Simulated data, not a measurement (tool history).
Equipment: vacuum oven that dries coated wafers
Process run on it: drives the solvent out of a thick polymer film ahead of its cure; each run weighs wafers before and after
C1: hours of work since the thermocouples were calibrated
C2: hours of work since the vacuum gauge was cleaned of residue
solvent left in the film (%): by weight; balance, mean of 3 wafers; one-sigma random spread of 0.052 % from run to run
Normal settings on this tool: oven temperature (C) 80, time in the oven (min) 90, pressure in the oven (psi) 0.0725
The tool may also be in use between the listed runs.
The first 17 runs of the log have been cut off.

{"run": 18, "hour": 307.0, "oven temperature (C)": 80, "time in the oven (min)": 90, "pressure in the oven (psi)": 0.0725, "C1": 394, "C2": 543, "solvent left in the film (%)": 1.89}
{"run": 19, "hour": 321.0, "oven temperature (C)": 80, "time in the oven (min)": 90, "pressure in the oven (psi)": 0.0725, "C1": 403, "C2": 552, "solvent left in the film (%)": 1.86}
{"run": 20, "hour": 341.8, "oven temperature (C)": 80, "time in the oven (min)": 57, "pressure in the oven (psi)": 0.0725, "C1": 416, "C2": 565, "solvent left in the film (%)": 3.65}
{"run": 21, "hour": 355.7, "oven temperature (C)": 80, "time in the oven (min)": 57, "pressure in the oven (psi)": 0.0725, "C1": 425, "C2": 574, "solvent left in the film (%)": 3.64}
{"run": 22, "hour": 375.9, "oven temperature (C)": 80, "time in the oven (min)": 57, "pressure in the oven (psi)": 0.0725, "C1": 438, "C2": 587, "solvent left in the film (%)": 3.55}
{"run": 23, "hour": 389.4, "oven temperature (C)": 80, "time in the oven (min)": 57, "pressure in the oven (psi)": 0.0725, "C1": 447, "C2": 596, "solvent left in the film (%)": 3.7}
{"run": 24, "hour": 410.6, "oven temperature (C)": 80, "time in the oven (min)": 88, "pressure in the oven (psi)": 0.1494, "C1": 461, "C2": 609, "solvent left in the film (%)": 2.7}
{"run": 25, "hour": 427.8, "oven temperature (C)": 92, "time in the oven (min)": 158, "pressure in the oven (psi)": 0.0508, "C1": 472, "C2": 621, "solvent left in the film (%)": 0.6}
{"run": 26, "hour": 448.8, "oven temperature (C)": 92, "time in the oven (min)": 158, "pressure in the oven (psi)": 0.0508, "C1": 485, "C2": 634, "solvent left in the film (%)": 0.53}
{"run": 27, "hour": 469.8, "oven temperature (C)": 92, "time in the oven (min)": 158, "pressure in the oven (psi)": 0.0508, "C1": 499, "C2": 648, "solvent left in the film (%)": 0.43}
{"run": 28, "hour": 482.7, "oven temperature (C)": 93, "time in the oven (min)": 114, "pressure in the oven (psi)": 0.0854, "C1": 507, "C2": 656, "solvent left in the film (%)": 0.77}
{"run": 29, "hour": 507.2, "oven temperature (C)": 65, "time in the oven (min)": 60, "pressure in the oven (psi)": 0.0725, "C1": 523, "C2": 672, "solvent left in the film (%)": 8.57}
{"run": 30, "hour": 523.2, "oven temperature (C)": 80, "time in the oven (min)": 106, "pressure in the oven (psi)": 0.0899, "C1": 533, "C2": 682, "solvent left in the film (%)": 1.68}
{"run": 31, "hour": 536.5, "oven temperature (C)": 75, "time in the oven (min)": 59, "pressure in the oven (psi)": 0.0725, "C1": 542, "C2": 691, "solvent left in the film (%)": 5.03}
{"run": 32, "hour": 551.8, "oven temperature (C)": 75, "time in the oven (min)": 59, "pressure in the oven (psi)": 0.0725, "C1": 552, "C2": 701, "solvent left in the film (%)": 5.03}
{"run": 33, "hour": 571.7, "oven temperature (C)": 75, "time in the oven (min)": 59, "pressure in the oven (psi)": 0.0725, "C1": 565, "C2": 714, "solvent left in the film (%)": 5.0}
{"run": 34, "hour": 590.1, "oven temperature (C)": 80, "time in the oven (min)": 129, "pressure in the oven (psi)": 0.0725, "C1": 576, "C2": 725, "solvent left in the film (%)": 1.27}
{"run": 35, "hour": 611.0, "oven temperature (C)": 80, "time in the oven (min)": 129, "pressure in the oven (psi)": 0.0725, "C1": 590, "C2": 739, "solvent left in the film (%)": 1.38}
{"run": 36, "hour": 635.3, "oven temperature (C)": 80, "time in the oven (min)": 129, "pressure in the oven (psi)": 0.0725, "C1": 606, "C2": 755, "solvent left in the film (%)": 1.38}
{"run": 37, "hour": 657.7, "oven temperature (C)": 94, "time in the oven (min)": 60, "pressure in the oven (psi)": 0.0725, "C1": 620, "C2": 769, "solvent left in the film (%)": 1.08}
{"run": 38, "hour": 671.2, "oven temperature (C)": 80, "time in the oven (min)": 90, "pressure in the oven (psi)": 0.0495, "C1": 629, "C2": 778, "solvent left in the film (%)": 1.79}
{"run": 39, "hour": 681.8, "oven temperature (C)": 80, "time in the oven (min)": 138, "pressure in the oven (psi)": 0.0705, "C1": 636, "C2": 785, "solvent left in the film (%)": 1.2}
{"run": 40, "hour": 693.4, "oven temperature (C)": 80, "time in the oven (min)": 138, "pressure in the oven (psi)": 0.0705, "C1": 643, "C2": 792, "solvent left in the film (%)": 1.42}
{"run": 41, "hour": 705.0, "oven temperature (C)": 80, "time in the oven (min)": 138, "pressure in the oven (psi)": 0.0705, "C1": 651, "C2": 799, "solvent left in the film (%)": 1.38}

What does the tool deliver on the next run?
{"run": 42, "hour": 722.1, "oven temperature (C)": 80, "time in the oven (min)": 138, "pressure in the oven (psi)": 0.0705, "C1": 662, "C2": 811, "solvent left in the film (%)": "?"}

Logged for run 42: solvent left in the film (%) 1.34.
Were there no unlogged condition in the tool, this run, its random variation unchanged, would have produced solvent left in the film (%) 0.80.

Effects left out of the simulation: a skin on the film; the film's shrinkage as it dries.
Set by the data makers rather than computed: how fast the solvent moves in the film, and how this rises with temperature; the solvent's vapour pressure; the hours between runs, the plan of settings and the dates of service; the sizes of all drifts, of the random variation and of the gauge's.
